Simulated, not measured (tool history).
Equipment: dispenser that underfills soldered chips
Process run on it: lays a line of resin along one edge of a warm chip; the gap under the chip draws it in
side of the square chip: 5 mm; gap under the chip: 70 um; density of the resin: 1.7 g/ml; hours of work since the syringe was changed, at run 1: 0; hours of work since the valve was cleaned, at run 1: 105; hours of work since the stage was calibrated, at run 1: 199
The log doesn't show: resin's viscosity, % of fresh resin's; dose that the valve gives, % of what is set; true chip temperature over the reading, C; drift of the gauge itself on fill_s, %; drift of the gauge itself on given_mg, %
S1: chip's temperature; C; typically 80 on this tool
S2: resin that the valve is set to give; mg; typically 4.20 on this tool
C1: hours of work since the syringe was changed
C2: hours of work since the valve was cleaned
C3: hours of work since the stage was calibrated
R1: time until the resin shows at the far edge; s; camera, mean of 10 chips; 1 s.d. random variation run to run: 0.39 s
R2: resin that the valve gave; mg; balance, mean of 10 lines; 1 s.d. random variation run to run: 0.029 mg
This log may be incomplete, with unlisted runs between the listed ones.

run	day	S1	S2	C1	C2	C3	R1	R2
1	0.000	80	4.20	0	105	199	25.8	3.91
2	0.325	80	4.20	5	110	204	38.3	3.99
# day 0.433: new syringe of resin
3	0.512	80	5.16	1	112	206	27.2	4.83
# day 0.646: dispensing valve cleaned and set on the balance
4	0.729	80	4.14	4	1	209	33.2	4.16
# day 0.925: new syringe of resin
5	1.088	80	4.20	2	7	214	29.4	4.15
6	1.304	91	4.20	6	10	218	26.9	4.15
# day 1.371: new syringe of resin
7	1.621	91	4.20	4	15	222	24.3	4.17
# day 1.821: new syringe of resin
8	2.017	91	4.20	3	21	228	21.9	4.16
# day 2.279: new syringe of resin
9	2.300	91	4.20	0	25	232	17.5	4.15
10	2.662	91	4.20	6	30	238	27.3	4.14
# day 2.742: new syringe of resin
11	2.896	91	4.20	2	34	241	21.4	4.11
12	3.075	91	4.20	5	36	244	27.3	4.09
# day 3.208: new syringe of resin
13	3.400	91	4.20	3	41	249	22.4	4.09
# day 3.658: new syringe of resin
14	3.679	80	5.30	0	45	253	25.1	5.14
15	4.054	71	4.20	6	51	259	54.5	4.11
# day 4.125: new syringe of resin
16	4.283	92	4.15	2	54	262	20.7	4.02
17	4.479	68	5.18	5	57	265	54.9	5.03
# day 4.592: new syringe of resin
18	4.842	73	5.43	4	63	271	42.3	5.23
# day 5.054: new syringe of resin
19	5.142	67	4.64	1	67	275	42.6	4.47
20	5.450	92	4.11	6	72	280	27.7	3.98
# day 5.504: new syringe of resin
21	5.679	89	3.68	3	75	283	24.5	3.51
22	5.904	75	3.68	6	79	287	49.6	3.51
# day 5.983: new syringe of resin
23	6.154	91	4.72	3	82	290	21.0	4.47
# day 6.450: new syringe of resin
24	6.500	91	4.72	1	88	295	18.6	4.49
25	6.750	86	3.93	5	91	299	31.1	3.70
# day 6.892: new syringe of resin
26	7.112	77	4.92	3	97	305	35.6	4.67
# day 7.354: new syringe of resin
27	7.367	94	4.56	0	101	308	16.3	4.28

Predict the results of run 28:
28	7.662	78	4.23	5	105	313	?	?

{"run 28": {"R1": 40.1, "R2": 3.96}}
The same run, on a tool lacking any hidden state, would have yielded R1 26.8 s, R2 4.21 mg.

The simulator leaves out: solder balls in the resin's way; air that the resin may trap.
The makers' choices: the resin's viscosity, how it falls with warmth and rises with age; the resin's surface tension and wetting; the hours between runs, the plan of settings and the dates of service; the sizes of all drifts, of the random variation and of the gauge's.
